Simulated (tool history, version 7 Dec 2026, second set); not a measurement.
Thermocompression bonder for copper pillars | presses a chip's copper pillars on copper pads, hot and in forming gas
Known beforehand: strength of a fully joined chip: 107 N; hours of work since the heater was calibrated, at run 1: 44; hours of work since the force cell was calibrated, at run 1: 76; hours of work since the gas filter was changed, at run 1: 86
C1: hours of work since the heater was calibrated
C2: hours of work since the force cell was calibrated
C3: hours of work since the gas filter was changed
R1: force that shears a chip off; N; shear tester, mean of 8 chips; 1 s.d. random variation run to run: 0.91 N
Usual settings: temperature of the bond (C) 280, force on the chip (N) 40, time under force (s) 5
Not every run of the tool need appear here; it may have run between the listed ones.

run 1 hour=0.0 | temperature_of_the_bond_(C)=280 force_on_the_chip_(N)=40 time_under_force_(s)=5 | C1=44 C2=76 C3=86 | R1=74.9
run 2 hour=7.6 | temperature_of_the_bond_(C)=280 force_on_the_chip_(N)=40 time_under_force_(s)=5 | C1=49 C2=81 C3=91 | R1=75.0
run 3 hour=16.0 | temperature_of_the_bond_(C)=256 force_on_the_chip_(N)=40 time_under_force_(s)=5 | C1=54 C2=86 C3=96 | R1=56.4
run 4 hour=25.1 | temperature_of_the_bond_(C)=256 force_on_the_chip_(N)=40 time_under_force_(s)=5 | C1=60 C2=92 C3=102 | R1=55.7
run 5 hour=32.2 | temperature_of_the_bond_(C)=256 force_on_the_chip_(N)=40 time_under_force_(s)=5 | C1=64 C2=97 C3=106 | R1=55.9
run 6 hour=41.0 | temperature_of_the_bond_(C)=280 force_on_the_chip_(N)=42 time_under_force_(s)=5 | C1=69 C2=102 C3=111 | R1=77.6
run 7 hour=49.8 | temperature_of_the_bond_(C)=280 force_on_the_chip_(N)=42 time_under_force_(s)=5 | C1=75 C2=108 C3=117 | R1=77.9
run 8 hour=56.5 | temperature_of_the_bond_(C)=280 force_on_the_chip_(N)=42 time_under_force_(s)=5 | C1=79 C2=112 C3=121 | R1=78.6
run 9 hour=62.0 | temperature_of_the_bond_(C)=280 force_on_the_chip_(N)=40 time_under_force_(s)=6 | C1=83 C2=115 C3=125 | R1=79.0
run 10 hour=68.2 | temperature_of_the_bond_(C)=280 force_on_the_chip_(N)=40 time_under_force_(s)=6 | C1=86 C2=119 C3=128 | R1=78.2
run 11 hour=74.7 | temperature_of_the_bond_(C)=280 force_on_the_chip_(N)=40 time_under_force_(s)=6 | C1=91 C2=123 C3=132 | R1=79.3

Forecast run 12:
run 12 hour=80.8 | temperature_of_the_bond_(C)=286 force_on_the_chip_(N)=46 time_under_force_(s)=5 | C1=94 C2=127 C3=136 | R1=?

R1: 85.7 N
If the tool had no hidden condition, the same run with the same run-to-run variation would have returned R1 86.8 N.

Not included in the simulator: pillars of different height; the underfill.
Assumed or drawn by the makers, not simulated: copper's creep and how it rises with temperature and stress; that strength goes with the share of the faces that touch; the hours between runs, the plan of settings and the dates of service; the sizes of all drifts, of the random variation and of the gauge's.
